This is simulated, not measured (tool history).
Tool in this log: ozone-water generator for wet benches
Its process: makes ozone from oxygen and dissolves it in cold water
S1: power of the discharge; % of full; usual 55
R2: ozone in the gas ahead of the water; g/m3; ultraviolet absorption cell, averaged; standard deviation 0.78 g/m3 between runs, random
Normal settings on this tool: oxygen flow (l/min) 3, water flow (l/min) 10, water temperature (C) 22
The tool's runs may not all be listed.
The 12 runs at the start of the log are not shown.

-- hour=1540.3 water thermometer calibrated
run 13 hour=1631.9 | S1=55 oxygen_flow_(l/min)=3 water_flow_(l/min)=10 water_temperature_(C)=22 | dissolved_ozone_(ppm)=13.6 R2=114.6
run 14 hour=1802 | S1=55 oxygen_flow_(l/min)=3 water_flow_(l/min)=10 water_temperature_(C)=22 | dissolved_ozone_(ppm)=13.5 R2=114.8
run 15 hour=1954.6 | S1=55 oxygen_flow_(l/min)=3.99 water_flow_(l/min)=10 water_temperature_(C)=22 | dissolved_ozone_(ppm)=12.6 R2=94.7
run 16 hour=2070 | S1=55 oxygen_flow_(l/min)=3 water_flow_(l/min)=10 water_temperature_(C)=22 | dissolved_ozone_(ppm)=13.5 R2=115
-- hour=2164.1 water thermometer calibrated, once more
run 17 hour=2233.2 | S1=55 oxygen_flow_(l/min)=4.12 water_flow_(l/min)=10 water_temperature_(C)=24 | dissolved_ozone_(ppm)=12.3 R2=93.4
run 18 hour=2374 | S1=98 oxygen_flow_(l/min)=2.07 water_flow_(l/min)=10 water_temperature_(C)=27 | dissolved_ozone_(ppm)=21.6 R2=241.1
-- hour=2468.3 contactor cleaned
run 19 hour=2568.9 | S1=62 oxygen_flow_(l/min)=2.23 water_flow_(l/min)=10 water_temperature_(C)=17 | dissolved_ozone_(ppm)=17 R2=153.3
run 20 hour=2713.3 | S1=62 oxygen_flow_(l/min)=2.23 water_flow_(l/min)=10 water_temperature_(C)=17 | dissolved_ozone_(ppm)=17 R2=153.9
run 21 hour=2829.1 | S1=62 oxygen_flow_(l/min)=2.23 water_flow_(l/min)=10 water_temperature_(C)=17 | dissolved_ozone_(ppm)=17 R2=154.3
run 22 hour=2985.1 | S1=62 oxygen_flow_(l/min)=2.23 water_flow_(l/min)=10 water_temperature_(C)=17 | dissolved_ozone_(ppm)=16.8 R2=153.5
run 23 hour=3086.5 | S1=42 oxygen_flow_(l/min)=1.89 water_flow_(l/min)=13 water_temperature_(C)=21 | dissolved_ozone_(ppm)=9.5 R2=123.9
run 24 hour=3184.6 | S1=96 oxygen_flow_(l/min)=3 water_flow_(l/min)=10 water_temperature_(C)=22 | dissolved_ozone_(ppm)=21.9 R2=184.6
run 25 hour=3304.7 | S1=55 oxygen_flow_(l/min)=1.76 water_flow_(l/min)=10 water_temperature_(C)=19 | dissolved_ozone_(ppm)=14.9 R2=162.2
run 26 hour=3453.2 | S1=55 oxygen_flow_(l/min)=3 water_flow_(l/min)=6 water_temperature_(C)=19 | dissolved_ozone_(ppm)=19.5 R2=115.6
run 27 hour=3572.4 | S1=55 oxygen_flow_(l/min)=3 water_flow_(l/min)=6 water_temperature_(C)=21 | dissolved_ozone_(ppm)=18.7 R2=114.4
run 28 hour=3717.5 | S1=46 oxygen_flow_(l/min)=4.69 water_flow_(l/min)=9 water_temperature_(C)=25 | dissolved_ozone_(ppm)=10.4 R2=73.8
run 29 hour=3860.4 | S1=55 oxygen_flow_(l/min)=4.07 water_flow_(l/min)=10 water_temperature_(C)=22 | dissolved_ozone_(ppm)=12.8 R2=92
run 30 hour=3992.5 | S1=88 oxygen_flow_(l/min)=4.87 water_flow_(l/min)=7 water_temperature_(C)=16 | dissolved_ozone_(ppm)=24.4 R2=123.8
run 31 hour=4147.7 | S1=67 oxygen_flow_(l/min)=4.87 water_flow_(l/min)=7 water_temperature_(C)=15 | dissolved_ozone_(ppm)=19.8 R2=97.4
run 32 hour=4289.8 | S1=49 oxygen_flow_(l/min)=3 water_flow_(l/min)=10 water_temperature_(C)=24 | dissolved_ozone_(ppm)=12 R2=102.2

What if the next run were any one of these 5? Each begins from the tool's condition after run 32:
run A hour=4383.4 | S1=55 oxygen_flow_(l/min)=3 water_flow_(l/min)=6 water_temperature_(C)=22 | dissolved_ozone_(ppm)=? R2=?
run B hour=4383.4 | S1=87 oxygen_flow_(l/min)=3.86 water_flow_(l/min)=13 water_temperature_(C)=22 | dissolved_ozone_(ppm)=? R2=?
run C hour=4383.4 | S1=49 oxygen_flow_(l/min)=2.12 water_flow_(l/min)=12 water_temperature_(C)=20 | dissolved_ozone_(ppm)=? R2=?
run D hour=4383.4 | S1=79 oxygen_flow_(l/min)=5.09 water_flow_(l/min)=8 water_temperature_(C)=22 | dissolved_ozone_(ppm)=? R2=?
run E hour=4383.4 | S1=98 oxygen_flow_(l/min)=2.63 water_flow_(l/min)=6 water_temperature_(C)=24 | dissolved_ozone_(ppm)=? R2=?

run=A dissolved_ozone_(ppm)=18 R2=112.8
run=B dissolved_ozone_(ppm)=15.8 R2=141.3
run=C dissolved_ozone_(ppm)=11.3 R2=132
run=D dissolved_ozone_(ppm)=18.1 R2=108.8
run=E dissolved_ozone_(ppm)=29.1 R2=198.4
The same runs, with their run-to-run variation unchanged, on a tool lacking any hidden condition would have given:
run=A dissolved_ozone_(ppm)=19.1 R2=118.9
run=B dissolved_ozone_(ppm)=17.3 R2=152.8
run=C dissolved_ozone_(ppm)=11.9 R2=138.1
run=D dissolved_ozone_(ppm)=19.6 R2=117
run=E dissolved_ozone_(ppm)=31.9 R2=216
